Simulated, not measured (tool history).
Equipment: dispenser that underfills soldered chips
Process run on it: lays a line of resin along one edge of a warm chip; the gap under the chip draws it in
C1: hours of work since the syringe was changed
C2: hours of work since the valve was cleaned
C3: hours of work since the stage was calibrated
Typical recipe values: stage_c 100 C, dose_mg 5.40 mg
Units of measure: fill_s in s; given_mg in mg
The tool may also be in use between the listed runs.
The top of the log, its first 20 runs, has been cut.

-- day=4.717 new syringe of resin
run 21 day=4.954 | stage_c=88 dose_mg=4.60 | C1=4 C2=10 C3=317 | fill_s=34.8 given_mg=4.56
-- day=5.088 new syringe of resin
run 22 day=5.279 | stage_c=87 dose_mg=5.40 | C1=3 C2=15 C3=322 | fill_s=33.8 given_mg=5.32
-- day=5.442 new syringe of resin
run 23 day=5.483 | stage_c=87 dose_mg=5.40 | C1=1 C2=19 C3=325 | fill_s=30.5 given_mg=5.29
run 24 day=5.658 | stage_c=108 dose_mg=5.16 | C1=4 C2=22 C3=328 | fill_s=13.6 given_mg=5.06
-- day=5.800 new syringe of resin
run 25 day=5.988 | stage_c=108 dose_mg=5.16 | C1=3 C2=27 C3=334 | fill_s=13.2 given_mg=5.03
-- day=6.154 new syringe of resin
run 26 day=6.175 | stage_c=108 dose_mg=5.16 | C1=0 C2=30 C3=337 | fill_s=11.2 given_mg=5.01
run 27 day=6.458 | stage_c=108 dose_mg=6.52 | C1=5 C2=35 C3=342 | fill_s=14.3 given_mg=6.27
-- day=6.517 new syringe of resin
run 28 day=6.662 | stage_c=108 dose_mg=6.52 | C1=2 C2=38 C3=345 | fill_s=12.7 given_mg=6.26
run 29 day=6.833 | stage_c=100 dose_mg=6.88 | C1=5 C2=41 C3=348 | fill_s=20.0 given_mg=6.64
-- day=6.862 new syringe of resin
run 30 day=7.142 | stage_c=100 dose_mg=6.88 | C1=5 C2=46 C3=353 | fill_s=18.6 given_mg=6.56
-- day=7.221 new syringe of resin
run 31 day=7.421 | stage_c=106 dose_mg=6.40 | C1=3 C2=51 C3=358 | fill_s=13.1 given_mg=6.03
-- day=7.575 new syringe of resin
run 32 day=7.667 | stage_c=106 dose_mg=6.40 | C1=2 C2=55 C3=362 | fill_s=12.8 given_mg=6.03
run 33 day=7.875 | stage_c=105 dose_mg=4.77 | C1=5 C2=58 C3=365 | fill_s=16.8 given_mg=4.48
-- day=7.933 new syringe of resin
-- day=8.079 dispensing valve cleaned and set on the balance
run 34 day=8.108 | stage_c=103 dose_mg=4.84 | C1=2 C2=1 C3=368 | fill_s=16.1 given_mg=4.87
run 35 day=8.258 | stage_c=103 dose_mg=4.84 | C1=5 C2=3 C3=371 | fill_s=17.6 given_mg=4.83

Forecast each of these 3 alternatives for the next run:
-- day=8.342 new syringe of resin
run A day=8.483 | stage_c=99 dose_mg=5.83 | C1=2 C2=7 C3=374 | fill_s=? given_mg=?
-- day=8.342 new syringe of resin
run B day=8.483 | stage_c=103 dose_mg=5.40 | C1=2 C2=7 C3=374 | fill_s=? given_mg=?
-- day=8.342 new syringe of resin
run C day=8.483 | stage_c=108 dose_mg=4.84 | C1=2 C2=7 C3=374 | fill_s=? given_mg=?

run=A fill_s=17.9 given_mg=5.82
run=B fill_s=15.5 given_mg=5.38
run=C fill_s=13.0 given_mg=4.83
What these runs would have given with no unlogged condition in the tool:
run=A fill_s=14.9 given_mg=5.84
run=B fill_s=12.9 given_mg=5.40
run=C fill_s=10.9 given_mg=4.84

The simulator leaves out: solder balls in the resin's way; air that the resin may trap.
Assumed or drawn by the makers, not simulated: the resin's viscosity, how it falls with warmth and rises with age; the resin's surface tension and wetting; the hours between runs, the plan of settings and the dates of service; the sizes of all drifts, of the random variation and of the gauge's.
